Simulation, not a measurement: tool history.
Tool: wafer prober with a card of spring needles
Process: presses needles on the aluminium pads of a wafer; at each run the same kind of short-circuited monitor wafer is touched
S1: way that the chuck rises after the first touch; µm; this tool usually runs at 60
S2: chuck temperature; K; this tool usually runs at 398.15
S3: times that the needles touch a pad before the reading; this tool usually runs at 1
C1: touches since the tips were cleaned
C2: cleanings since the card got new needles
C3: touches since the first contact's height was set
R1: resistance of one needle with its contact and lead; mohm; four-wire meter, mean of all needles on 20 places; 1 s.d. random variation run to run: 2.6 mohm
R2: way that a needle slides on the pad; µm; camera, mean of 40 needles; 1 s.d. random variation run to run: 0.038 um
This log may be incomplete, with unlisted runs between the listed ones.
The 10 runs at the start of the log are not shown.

run 11 hour=104.5 | S1=60 S2=398.15 S3=1 | C1=3549 C2=37 C3=157517 | R1=332 R2=7.14
-- hour=115 tips cleaned on abrasive film
run 12 hour=119.2 | S1=60 S2=398.15 S3=1 | C1=2192 C2=38 C3=165226 | R1=321 R2=7.13
run 13 hour=129.8 | S1=60 S2=398.15 S3=1 | C1=7802 C2=38 C3=170836 | R1=343 R2=7.12
-- hour=132.1 tips cleaned on abrasive film
run 14 hour=142.2 | S1=60 S2=398.15 S3=1 | C1=5374 C2=39 C3=177377 | R1=342 R2=7.13
-- hour=149.4 tips cleaned on abrasive film
run 15 hour=154.8 | S1=60 S2=398.15 S3=1 | C1=2833 C2=40 C3=183945 | R1=324 R2=7.23
run 16 hour=165.9 | S1=80 S2=398.15 S3=1 | C1=8707 C2=40 C3=189819 | R1=320 R2=9.59
-- hour=166.9 tips cleaned on abrasive film
run 17 hour=180.9 | S1=80 S2=398.15 S3=1 | C1=7404 C2=41 C3=197730 | R1=320 R2=9.58
-- hour=184 tips cleaned on abrasive film
run 18 hour=194.4 | S1=64 S2=372.15 S3=1 | C1=5484 C2=42 C3=204791 | R1=333 R2=7.68
-- hour=201.4 tips cleaned on abrasive film
run 19 hour=202.1 | S1=74 S2=398.15 S3=1 | C1=366 C2=43 C3=208825 | R1=302 R2=8.81
run 20 hour=211.4 | S1=74 S2=398.15 S3=1 | C1=5279 C2=43 C3=213738 | R1=329 R2=8.75
-- hour=219.2 tips cleaned on abrasive film
run 21 hour=219.5 | S1=74 S2=398.15 S3=1 | C1=182 C2=44 C3=218003 | R1=300 R2=8.82
run 22 hour=226.6 | S1=74 S2=398.15 S3=1 | C1=3914 C2=44 C3=221735 | R1=317 R2=8.77
-- hour=236.6 tips cleaned on abrasive film
run 23 hour=236.6 | S1=74 S2=398.15 S3=1 | C1=0 C2=45 C3=226954 | R1=301 R2=8.74
-- hour=240.9 height of the first contact set anew
run 24 hour=252.5 | S1=74 S2=398.15 S3=1 | C1=8275 C2=45 C3=6134 | R1=325 R2=9.14
-- hour=254.7 tips cleaned on abrasive film
run 25 hour=265.7 | S1=58 S2=337.15 S3=1 | C1=5848 C2=46 C3=13069 | R1=332 R2=7.09
-- hour=271.5 tips cleaned on abrasive film
run 26 hour=277 | S1=41 S2=395.15 S3=1 | C1=2883 C2=47 C3=18970 | R1=361 R2=5.02
run 27 hour=284 | S1=47 S2=383.15 S3=2 | C1=6609 C2=47 C3=22696 | R1=336 R2=5.77

The next listed run, before its measurement:
-- hour=288.6 tips cleaned on abrasive film
run 28 hour=292.2 | S1=46 S2=398.15 S3=1 | C1=1893 C2=48 C3=26971 | R1=? R2=?

Run 28 gave R1 335 mohm, R2 5.59 µm.
The same run, on a tool lacking any hidden state, would have yielded R1 298 mohm, R2 5.62 µm.
